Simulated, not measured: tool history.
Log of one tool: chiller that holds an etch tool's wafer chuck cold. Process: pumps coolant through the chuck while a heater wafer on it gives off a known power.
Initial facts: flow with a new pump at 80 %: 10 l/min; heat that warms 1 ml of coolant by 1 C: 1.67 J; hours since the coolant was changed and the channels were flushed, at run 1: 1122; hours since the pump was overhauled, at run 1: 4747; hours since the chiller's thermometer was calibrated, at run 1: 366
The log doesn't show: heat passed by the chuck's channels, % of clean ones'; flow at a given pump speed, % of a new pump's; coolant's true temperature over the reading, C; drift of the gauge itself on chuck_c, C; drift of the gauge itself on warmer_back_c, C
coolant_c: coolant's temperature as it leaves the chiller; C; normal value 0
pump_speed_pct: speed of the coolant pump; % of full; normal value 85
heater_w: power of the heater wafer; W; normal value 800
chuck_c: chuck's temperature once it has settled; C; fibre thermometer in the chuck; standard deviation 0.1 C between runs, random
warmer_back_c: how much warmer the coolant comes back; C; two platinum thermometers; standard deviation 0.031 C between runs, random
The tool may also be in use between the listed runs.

run	hour	coolant_c	pump_speed_pct	heater_w	hours since the coolant was changed and the channels were flushed	hours since the pump was overhauled	hours since the chiller's thermometer was calibrated	chuck_c	warmer_back_c
1	0.0	0	85	800	1122	4747	366	6.9	3.07
2	140.0	0	85	800	1262	4887	506	6.9	3.03
3	323.1	-7	85	800	1445	5071	689	0.0	3.04
4	490.3	0	83	800	1612	5238	857	7.3	3.12
5	634.3	0	83	800	1756	5382	1001	7.1	3.18
6	819.8	0	64	800	1942	5567	1186	8.4	4.12
7	929.4	0	64	800	2051	5677	1296	8.3	4.10
8	1096.1	0	85	800	2218	5844	1462	7.4	3.08
9	1212.5	0	85	800	2334	5960	1579	7.4	3.17
10	1382.7	0	85	800	2504	6130	1749	7.5	3.19
11	1554.3	4	85	800	2676	6302	1921	11.4	3.11
12	1734.9	0	85	798	2857	6482	2101	7.5	3.12
13	1924.3	0	85	798	3046	6672	2291	7.8	3.22
14	2039.6	0	66	800	3161	6787	2406	8.8	4.08
15	2218.2	0	77	800	3340	6966	2584	8.2	3.60
16	2394.1	0	85	800	3516	7142	2760	7.9	3.24
17	2541.3	9	85	800	3663	7289	2908	17.0	3.24
18	2706.9	9	85	800	3829	7454	3073	16.9	3.26
19	2823.1	9	63	1121	3945	7571	3189	22.1	6.13
# hour 2923.6: chiller's thermometer calibrated
20	2934.3	5	77	766	4055	7681	11	12.9	3.43
21	3013.1	0	76	566	4134	7760	90	5.6	2.61
22	3156.9	0	83	708	4278	7903	233	7.1	3.01
23	3304.5	5	85	800	4425	8051	381	12.9	3.35
24	3452.2	5	85	800	4573	8199	529	13.0	3.32
25	3601.3	5	94	546	4722	8348	678	10.3	2.05
26	3782.2	9	64	910	4903	8529	859	19.8	5.06
27	3892.2	0	80	800	5013	8639	969	8.4	3.62
28	3990.5	5	64	498	5111	8737	1067	10.9	2.75
29	4107.2	5	86	864	5228	8854	1184	13.9	3.67
# hour 4220.9: coolant pump overhauled
30	4302.9	5	86	864	5419	82	1374	13.0	2.89
31	4455.1	8	86	1137	5571	234	1527	18.7	3.88
32	4534.8	8	86	1137	5651	314	1606	18.7	3.83

Branching from run 32: 3 alternative next runs. What would each branch give?
A	4670.9	3	74	403	5787	450	1742	?	?
B	4670.9	2	89	800	5787	450	1742	?	?
C	4670.9	-4	79	625	5787	450	1742	?	?

run	chuck_c	warmer_back_c
A	7.3	1.56
B	9.6	2.59
C	2.1	2.31
What these runs would have given with no unlogged condition in the tool:
run	chuck_c	warmer_back_c
A	6.5	1.54
B	8.3	2.56
C	1.0	2.28
